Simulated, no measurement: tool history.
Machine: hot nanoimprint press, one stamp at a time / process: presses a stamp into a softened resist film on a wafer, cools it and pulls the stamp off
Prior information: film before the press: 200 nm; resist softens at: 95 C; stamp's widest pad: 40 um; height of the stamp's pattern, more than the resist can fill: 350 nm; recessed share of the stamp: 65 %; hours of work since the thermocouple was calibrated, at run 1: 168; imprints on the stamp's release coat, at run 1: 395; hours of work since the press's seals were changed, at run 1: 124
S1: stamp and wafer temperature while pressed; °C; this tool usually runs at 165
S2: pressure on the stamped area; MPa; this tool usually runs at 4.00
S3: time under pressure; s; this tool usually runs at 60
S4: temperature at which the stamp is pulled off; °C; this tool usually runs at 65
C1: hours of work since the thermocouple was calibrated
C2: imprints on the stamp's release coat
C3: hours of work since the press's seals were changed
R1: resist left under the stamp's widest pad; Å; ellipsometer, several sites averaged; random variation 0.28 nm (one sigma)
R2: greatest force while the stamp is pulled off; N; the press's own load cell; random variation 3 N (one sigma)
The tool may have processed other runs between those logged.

run 1 day=0.000 | S1=165 S2=4.00 S3=60 S4=65 | C1=168 C2=395 C3=124 | R1=1161 R2=141
run 2 day=0.867 | S1=165 S2=4.00 S3=60 S4=65 | C1=181 C2=483 C3=137 | R1=1161 R2=138
run 3 day=1.900 | S1=165 S2=4.00 S3=60 S4=65 | C1=196 C2=587 C3=152 | R1=1163 R2=137
run 4 day=2.408 | S1=164 S2=4.00 S3=60 S4=65 | C1=203 C2=639 C3=159 | R1=1213 R2=136
run 5 day=3.504 | S1=165 S2=4.00 S3=60 S4=65 | C1=219 C2=749 C3=175 | R1=1161 R2=140
run 6 day=4.383 | S1=165 S2=2.44 S3=60 S4=65 | C1=232 C2=838 C3=188 | R1=1409 R2=142
run 7 day=5.475 | S1=165 S2=4.00 S3=60 S4=65 | C1=248 C2=948 C3=203 | R1=1161 R2=139
run 8 day=6.492 | S1=167 S2=4.00 S3=60 S4=65 | C1=262 C2=1051 C3=218 | R1=1072 R2=141
run 9 day=7.546 | S1=165 S2=4.00 S3=60 S4=65 | C1=278 C2=1157 C3=233 | R1=1161 R2=141
run 10 day=8.062 | S1=165 S2=4.00 S3=60 S4=65 | C1=285 C2=1210 C3=241 | R1=1166 R2=142
run 11 day=9.154 | S1=165 S2=4.00 S3=60 S4=65 | C1=301 C2=1320 C3=257 | R1=1166 R2=140
run 12 day=10.062 | S1=164 S2=4.00 S3=60 S4=65 | C1=314 C2=1412 C3=270 | R1=1218 R2=136
run 13 day=10.721 | S1=165 S2=4.00 S3=60 S4=65 | C1=324 C2=1478 C3=279 | R1=1170 R2=139
run 14 day=11.654 | S1=165 S2=4.08 S3=60 S4=65 | C1=337 C2=1572 C3=293 | R1=1158 R2=138
run 15 day=12.488 | S1=165 S2=4.08 S3=36 S4=65 | C1=349 C2=1656 C3=305 | R1=1338 R2=139
run 16 day=13.254 | S1=165 S2=4.08 S3=36 S4=65 | C1=360 C2=1734 C3=316 | R1=1342 R2=141
run 17 day=14.275 | S1=165 S2=4.00 S3=74 S4=53 | C1=375 C2=1837 C3=331 | R1=1100 R2=191
run 18 day=14.888 | S1=165 S2=4.00 S3=74 S4=53 | C1=384 C2=1899 C3=340 | R1=1103 R2=194
run 19 day=15.392 | S1=165 S2=4.00 S3=74 S4=53 | C1=391 C2=1949 C3=347 | R1=1102 R2=183
run 20 day=16.283 | S1=165 S2=2.79 S3=57 S4=65 | C1=404 C2=2040 C3=360 | R1=1372 R2=137
run 21 day=17.117 | S1=165 S2=2.79 S3=57 S4=65 | C1=416 C2=2124 C3=372 | R1=1376 R2=142
run 22 day=17.950 | S1=164 S2=5.27 S3=84 S4=69 | C1=428 C2=2208 C3=384 | R1=972 R2=124
-- day=19.062 stamp cleaned and given a new release coat
-- day=19.312 plate thermocouple calibrated
run 23 day=19.325 | S1=164 S2=5.27 S3=84 S4=69 | C1=0 C2=14 C3=399 | R1=971 R2=123
run 24 day=20.408 | S1=171 S2=4.00 S3=94 S4=65 | C1=16 C2=123 C3=414 | R1=769 R2=143
run 25 day=21.083 | S1=171 S2=4.00 S3=94 S4=65 | C1=26 C2=192 C3=424 | R1=769 R2=143
run 26 day=21.921 | S1=173 S2=6.37 S3=74 S4=65 | C1=38 C2=276 C3=436 | R1=595 R2=139
run 27 day=22.904 | S1=166 S2=6.37 S3=32 S4=65 | C1=52 C2=376 C3=450 | R1=1115 R2=145
run 28 day=23.688 | S1=166 S2=6.37 S3=32 S4=65 | C1=63 C2=455 C3=462 | R1=1119 R2=141
-- day=23.967 gauge calibrated
run 29 day=24.346 | S1=156 S2=6.37 S3=91 S4=63 | C1=73 C2=521 C3=471 | R1=1246 R2=140

Branching from run 29: 5 alternative next runs. What would each branch give?
run A day=25.092 | S1=156 S2=6.05 S3=74 S4=64 | C1=84 C2=596 C3=482 | R1=? R2=?
run B day=25.092 | S1=171 S2=5.55 S3=60 S4=56 | C1=84 C2=596 C3=482 | R1=? R2=?
run C day=25.092 | S1=160 S2=6.37 S3=91 S4=56 | C1=84 C2=596 C3=482 | R1=? R2=?
run D day=25.092 | S1=156 S2=4.19 S3=91 S4=63 | C1=84 C2=596 C3=482 | R1=? R2=?
run E day=25.092 | S1=156 S2=2.65 S3=35 S4=63 | C1=84 C2=596 C3=482 | R1=? R2=?

run=A R1=1355 R2=143
run=B R1=749 R2=177
run=C R1=1033 R2=172
run=D R1=1461 R2=147
run=E R1=1840 R2=143
Without the tool's unlogged condition, the same runs would have read:
run=A R1=1353 R2=143
run=B R1=748 R2=177
run=C R1=1032 R2=171
run=D R1=1459 R2=147
run=E R1=1838 R2=143
